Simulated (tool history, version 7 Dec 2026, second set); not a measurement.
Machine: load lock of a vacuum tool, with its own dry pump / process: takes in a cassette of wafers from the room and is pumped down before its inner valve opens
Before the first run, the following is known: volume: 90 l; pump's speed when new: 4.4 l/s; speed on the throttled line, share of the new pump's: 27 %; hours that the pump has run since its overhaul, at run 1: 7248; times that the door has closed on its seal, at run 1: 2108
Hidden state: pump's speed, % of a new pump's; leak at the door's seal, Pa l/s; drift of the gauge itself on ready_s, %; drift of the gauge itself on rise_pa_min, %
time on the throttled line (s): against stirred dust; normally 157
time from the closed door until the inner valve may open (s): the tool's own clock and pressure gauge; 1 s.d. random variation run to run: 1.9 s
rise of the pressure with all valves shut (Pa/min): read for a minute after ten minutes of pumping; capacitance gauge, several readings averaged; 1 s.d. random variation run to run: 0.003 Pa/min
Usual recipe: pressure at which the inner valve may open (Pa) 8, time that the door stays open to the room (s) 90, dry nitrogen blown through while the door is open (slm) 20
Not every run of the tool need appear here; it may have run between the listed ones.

| run | hour | time on the throttled line (s) | pressure at which the inner valve may open (Pa) | time that the door stays open to the room (s) | dry nitrogen blown through while the door is open (slm) | hours that the pump has run since its overhaul | times that the door has closed on its seal | incoming humidity of the room's air, % | time from the closed door until the inner valve may open (s) | rise of the pressure with all valves shut (Pa/min) |
|---|---|---|---|---|---|---|---|---|---|---|
| 1 | 0 | 157 | 8 | 90 | 20 | 7248 | 2108 | 47.1 | 308.5 | 0.035 |
| 2 | 217.1 | 157 | 8 | 90 | 20 | 7465 | 2680 | 43.5 | 310.8 | 0.034 |
| 3 | 389.7 | 157 | 8 | 90 | 20 | 7638 | 3135 | 42.1 | 308.8 | 0.034 |
| 4 | 560.3 | 157 | 8 | 90 | 20 | 7809 | 3585 | 44.3 | 310.7 | 0.036 |
| 5 | 755.3 | 157 | 8 | 90 | 20 | 8004 | 4099 | 46.3 | 309.6 | 0.039 |
| 6 | 973 | 157 | 8 | 90 | 20 | 8221 | 4673 | 47 | 316.3 | 0.042 |
| 7 | 1173.7 | 157 | 7 | 90 | 11 | 8422 | 5202 | 43.9 | 312.2 | 0.045 |
| 8 | 1406.2 | 230 | 15 | 90 | 20 | 8654 | 5815 | 44.4 | 353.2 | 0.039 |

What will run 9 give?
| 9 | 1575.5 | 230 | 16 | 90 | 20 | 8824 | 6262 | 45.2 | ? | ? |

{"run 9": {"time from the closed door until the inner valve may open (s)": 349.8, "rise of the pressure with all valves shut (Pa/min)": 0.028}}
With no hidden state in the tool, this same run would have given time from the closed door until the inner valve may open (s) 349.7, rise of the pressure with all valves shut (Pa/min) 0.028.

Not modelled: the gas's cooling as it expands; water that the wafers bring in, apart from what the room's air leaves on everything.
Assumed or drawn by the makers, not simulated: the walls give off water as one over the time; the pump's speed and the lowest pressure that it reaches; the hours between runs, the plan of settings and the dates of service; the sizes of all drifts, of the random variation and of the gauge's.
